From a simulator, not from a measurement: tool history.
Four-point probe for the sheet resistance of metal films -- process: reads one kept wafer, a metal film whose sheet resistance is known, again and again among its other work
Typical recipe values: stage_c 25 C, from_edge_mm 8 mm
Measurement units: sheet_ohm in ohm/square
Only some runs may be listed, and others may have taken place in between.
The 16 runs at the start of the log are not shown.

run 17 hour=1584.7 | stage_c=31 from_edge_mm=8 | sheet_ohm=0.065054
run 18 hour=1670.4 | stage_c=31 from_edge_mm=8 | sheet_ohm=0.065048
run 19 hour=1810.4 | stage_c=25 from_edge_mm=8 | sheet_ohm=0.064896
run 20 hour=1945.6 | stage_c=25 from_edge_mm=6 | sheet_ohm=0.065088
run 21 hour=2066.7 | stage_c=25 from_edge_mm=11 | sheet_ohm=0.064821
run 22 hour=2180.9 | stage_c=25 from_edge_mm=11 | sheet_ohm=0.064814
run 23 hour=2285.7 | stage_c=25 from_edge_mm=11 | sheet_ohm=0.064842
run 24 hour=2386.7 | stage_c=23 from_edge_mm=32 | sheet_ohm=0.064656
run 25 hour=2513 | stage_c=19 from_edge_mm=42 | sheet_ohm=0.064593
-- hour=2521.9 stage's thermometer calibrated
run 26 hour=2658.4 | stage_c=28 from_edge_mm=4 | sheet_ohm=0.06582
run 27 hour=2723.6 | stage_c=28 from_edge_mm=4 | sheet_ohm=0.065829
run 28 hour=2801.3 | stage_c=24 from_edge_mm=23 | sheet_ohm=0.064867
run 29 hour=2895.1 | stage_c=26 from_edge_mm=13 | sheet_ohm=0.065001
run 30 hour=3023.3 | stage_c=26 from_edge_mm=13 | sheet_ohm=0.064986
run 31 hour=3090 | stage_c=23 from_edge_mm=21 | sheet_ohm=0.064852
run 32 hour=3181.5 | stage_c=19 from_edge_mm=19 | sheet_ohm=0.06481
run 33 hour=3284.2 | stage_c=24 from_edge_mm=12 | sheet_ohm=0.064978
run 34 hour=3382.2 | stage_c=24 from_edge_mm=12 | sheet_ohm=0.064955
run 35 hour=3451 | stage_c=19 from_edge_mm=16 | sheet_ohm=0.064801
run 36 hour=3544.8 | stage_c=25 from_edge_mm=16 | sheet_ohm=0.064934
run 37 hour=3685 | stage_c=28 from_edge_mm=17 | sheet_ohm=0.065011
run 38 hour=3783.6 | stage_c=25 from_edge_mm=8 | sheet_ohm=0.065114
run 39 hour=3907.3 | stage_c=22 from_edge_mm=8 | sheet_ohm=0.065042
run 40 hour=3987.9 | stage_c=19 from_edge_mm=66 | sheet_ohm=0.064754

Run 41 comes next. What will it give?
run 41 hour=4079.2 | stage_c=19 from_edge_mm=66 | sheet_ohm=?

{"run 41": {"sheet_ohm": 0.064771}}
Were there no unlogged condition in the tool, this run, its random variation unchanged, would have produced sheet_ohm 0.064726 ohm/square.
